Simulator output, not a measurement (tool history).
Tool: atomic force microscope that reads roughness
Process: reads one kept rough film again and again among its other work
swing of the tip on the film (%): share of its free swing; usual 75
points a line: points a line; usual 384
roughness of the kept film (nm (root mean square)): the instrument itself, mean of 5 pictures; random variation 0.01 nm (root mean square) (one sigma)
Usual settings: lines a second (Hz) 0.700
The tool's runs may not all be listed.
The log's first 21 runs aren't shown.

run	day	lines a second (Hz)	swing of the tip on the film (%)	points a line	pictures with this tip	hours of work since the height scale was calibrated	roughness of the kept film (nm (root mean square))
22	28.250	2.012	70	942	109	450	2.189
23	29.079	2.012	84	812	128	463	2.075
24	30.575	2.012	84	812	163	486	2.062
25	32.379	0.700	75	606	206	514	2.154
26	33.625	0.700	89	645	235	533	2.070
27	34.729	0.700	89	645	261	551	2.059
# day 34.988: new tip fitted
28	36.204	0.829	89	922	29	573	2.288
29	37.562	2.238	89	606	61	594	2.082
30	38.888	1.856	89	360	92	615	2.082
31	40.683	1.856	89	360	134	643	2.032

4 ways to go on from here, each from the tool as it stands after run 31. What would each give?
A	42.354	1.856	89	326	174	669	?
B	42.354	2.124	75	384	174	669	?
C	42.354	0.797	89	480	174	669	?
D	42.354	2.254	89	427	174	669	?

run	roughness of the kept film (nm (root mean square))
A	1.981
B	2.082
C	2.121
D	1.962
Without the tool's hidden state the same runs would have given:
run	roughness of the kept film (nm (root mean square))
A	2.147
B	2.257
C	2.299
D	2.126

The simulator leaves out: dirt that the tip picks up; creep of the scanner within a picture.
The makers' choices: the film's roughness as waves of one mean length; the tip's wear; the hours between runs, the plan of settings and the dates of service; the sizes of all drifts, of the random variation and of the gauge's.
